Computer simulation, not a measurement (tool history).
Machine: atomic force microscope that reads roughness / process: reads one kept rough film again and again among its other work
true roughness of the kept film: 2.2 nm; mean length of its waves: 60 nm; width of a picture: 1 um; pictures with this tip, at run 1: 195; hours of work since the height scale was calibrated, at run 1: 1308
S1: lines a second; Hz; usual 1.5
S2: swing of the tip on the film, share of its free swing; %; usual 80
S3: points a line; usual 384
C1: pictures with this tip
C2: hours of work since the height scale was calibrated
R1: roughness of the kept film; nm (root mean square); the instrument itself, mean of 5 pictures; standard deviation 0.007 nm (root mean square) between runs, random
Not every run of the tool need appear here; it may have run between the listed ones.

run 1 day=0 | S1=1.5 S2=80 S3=384 | C1=195 C2=1308 | R1=2.007
-- day=0.188 new tip fitted
run 2 day=2.221 | S1=1.5 S2=80 S3=384 | C1=61 C2=1338 | R1=2.042
run 3 day=4.733 | S1=1.5 S2=85 S3=384 | C1=137 C2=1373 | R1=1.984
run 4 day=6.233 | S1=1.5 S2=80 S3=384 | C1=182 C2=1393 | R1=2.013
-- day=6.929 new tip fitted
run 5 day=8.708 | S1=1.5 S2=80 S3=384 | C1=54 C2=1427 | R1=2.048
run 6 day=9.871 | S1=1.5 S2=80 S3=384 | C1=89 C2=1443 | R1=2.037
run 7 day=11.438 | S1=1.5 S2=80 S3=384 | C1=136 C2=1465 | R1=2.029
run 8 day=12.804 | S1=1.5 S2=80 S3=384 | C1=177 C2=1483 | R1=2.027
-- day=13.683 new tip fitted
run 9 day=14.95 | S1=1.5 S2=80 S3=384 | C1=39 C2=1513 | R1=2.044
run 10 day=16.842 | S1=1.5 S2=80 S3=384 | C1=96 C2=1539 | R1=2.031
run 11 day=19.192 | S1=2.42 S2=80 S3=384 | C1=166 C2=1571 | R1=1.941
-- day=20.404 new tip fitted
run 12 day=20.962 | S1=2.42 S2=80 S3=384 | C1=17 C2=1595 | R1=1.971
run 13 day=23.504 | S1=2.42 S2=80 S3=384 | C1=94 C2=1630 | R1=1.966
run 14 day=24.729 | S1=2.42 S2=80 S3=384 | C1=131 C2=1647 | R1=1.958
run 15 day=26.017 | S1=2.42 S2=80 S3=384 | C1=170 C2=1664 | R1=1.961
-- day=27.042 new tip fitted
run 16 day=28.471 | S1=1.5 S2=80 S3=268 | C1=43 C2=1698 | R1=2.061
run 17 day=30.033 | S1=1.5 S2=81 S3=384 | C1=90 C2=1719 | R1=2.041
run 18 day=31.679 | S1=1.5 S2=81 S3=384 | C1=140 C2=1742 | R1=2.03
-- day=33.642 new tip fitted
run 19 day=33.642 | S1=1.07 S2=72 S3=336 | C1=0 C2=1768 | R1=2.137
run 20 day=34.992 | S1=0.61 S2=63 S3=290 | C1=41 C2=1787 | R1=2.175
run 21 day=36.288 | S1=1.5 S2=58 S3=384 | C1=80 C2=1805 | R1=2.148
-- day=36.442 height scale calibrated on a step standard
run 22 day=38.096 | S1=1.5 S2=58 S3=384 | C1=133 C2=23 | R1=2.176
run 23 day=39.496 | S1=1.5 S2=86 S3=897 | C1=176 C2=42 | R1=2.002
-- day=40.083 height scale calibrated on a step standard, once more
-- day=40.404 new tip fitted
run 24 day=41.588 | S1=1.5 S2=80 S3=494 | C1=36 C2=20 | R1=2.016
run 25 day=43.7 | S1=2.02 S2=80 S3=494 | C1=99 C2=49 | R1=1.957
run 26 day=44.988 | S1=1.5 S2=77 S3=920 | C1=138 C2=67 | R1=2.011
-- day=46.975 new tip fitted
run 27 day=47.025 | S1=1.5 S2=77 S3=920 | C1=1 C2=95 | R1=2.052
run 28 day=49.4 | S1=2.21 S2=84 S3=534 | C1=73 C2=127 | R1=1.912
run 29 day=51.088 | S1=2.21 S2=84 S3=534 | C1=124 C2=151 | R1=1.895
run 30 day=52.733 | S1=2.21 S2=84 S3=534 | C1=173 C2=173 | R1=1.889
-- day=53.712 new tip fitted
run 31 day=54.35 | S1=2.21 S2=84 S3=534 | C1=19 C2=195 | R1=1.912
run 32 day=55.783 | S1=1.5 S2=56 S3=633 | C1=63 C2=215 | R1=2.122
run 33 day=57.058 | S1=1.5 S2=63 S3=369 | C1=101 C2=232 | R1=2.085

For some of the steps in R1 from one run to the next: how much would appear even if the tool had no hidden state, given the settings, what came in and random variation, and how much remains for the hidden state plus any gauge scatter that the measured result and the result without hidden state don't share?
What the log doesn't record here: radius of the tip, nm; height scale over the true one, %; drift of the gauge itself on roughness_nm, %.
Run 8 -> 9: new tip fitted. R1 +0.017 nm (root mean square): hidden state +0.03, all else -0.013.
Run 11 -> 12: new tip fitted. R1 +0.03 nm (root mean square): hidden state +0.03, all else +0.
Run 22 -> 23: S2 58 -> 86, S3 384 -> 897. R1 -0.174 nm (root mean square): hidden state -0.01, all else -0.164.
Run 23 -> 24: S2 86 -> 80, S3 897 -> 494, height scale calibrated on a step standard, once more, new tip fitted. R1 +0.014 nm (root mean square): hidden state -0.034, all else +0.048.
Run 27 -> 28: S1 1.5 -> 2.21, S2 77 -> 84, S3 920 -> 534. R1 -0.14 nm (root mean square): hidden state -0.013, all else -0.127.
Run 31 -> 32: S1 2.21 -> 1.5, S2 84 -> 56, S3 534 -> 633. R1 +0.21 nm (root mean square): hidden state -0.01, all else +0.22.
